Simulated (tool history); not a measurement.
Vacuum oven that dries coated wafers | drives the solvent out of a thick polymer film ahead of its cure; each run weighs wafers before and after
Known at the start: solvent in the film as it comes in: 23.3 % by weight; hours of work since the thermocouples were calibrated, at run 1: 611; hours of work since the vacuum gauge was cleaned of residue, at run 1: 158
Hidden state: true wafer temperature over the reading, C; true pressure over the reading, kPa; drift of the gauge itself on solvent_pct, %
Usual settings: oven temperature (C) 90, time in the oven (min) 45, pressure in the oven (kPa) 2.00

run,hour,oven temperature (C),time in the oven (min),pressure in the oven (kPa),hours of work since the thermocouples were calibrated,hours of work since the vacuum gauge was cleaned of residue,solvent left in the film (%)
1,0.0,90,45,2.00,611,158,1.232
2,20.5,90,45,2.00,626,173,1.235
3,29.5,104,45,2.00,632,179,0.471
# hour 40.1: oven's thermocouples calibrated
4,43.5,90,26,2.00,3,188,3.310
5,65.1,90,45,2.00,18,204,1.391
6,79.6,104,45,2.00,29,214,0.496
7,89.4,90,45,7.20,36,222,3.419
8,99.5,90,22,7.20,43,229,5.938
9,111.3,88,45,2.00,52,237,1.730
10,132.8,90,45,2.00,67,253,1.391
11,142.3,90,48,2.00,74,260,1.266
12,151.4,90,48,2.00,81,267,1.262
13,166.6,90,48,2.00,92,278,1.273
14,176.8,90,48,2.00,99,285,1.280
15,196.8,90,48,2.00,114,300,1.267
16,213.6,103,69,3.96,126,312,0.998
17,233.1,86,23,1.87,140,326,5.421
18,248.3,86,23,1.87,151,337,5.414
19,269.4,95,51,1.87,167,352,0.732
20,289.6,93,51,1.87,181,367,0.861
21,308.4,88,71,1.45,195,381,0.796
22,319.2,89,27,3.60,203,388,3.926
23,334.5,99,32,6.14,214,400,2.015
24,351.6,86,45,1.52,226,412,1.915
25,362.3,103,60,7.87,234,420,1.957
26,372.4,76,25,7.87,241,427,11.945
27,387.3,90,56,3.62,252,438,1.670

Forecast each of these 3 alternatives for the next run:
A,403.5,88,47,6.21,264,450,?
B,403.5,90,35,1.59,264,450,?
C,403.5,75,28,7.67,264,450,?

run,solvent left in the film (%)
A,3.298
B,1.833
C,11.754
Without the tool's hidden state the same runs would have given:
run,solvent left in the film (%)
A,3.371
B,1.906
C,11.953
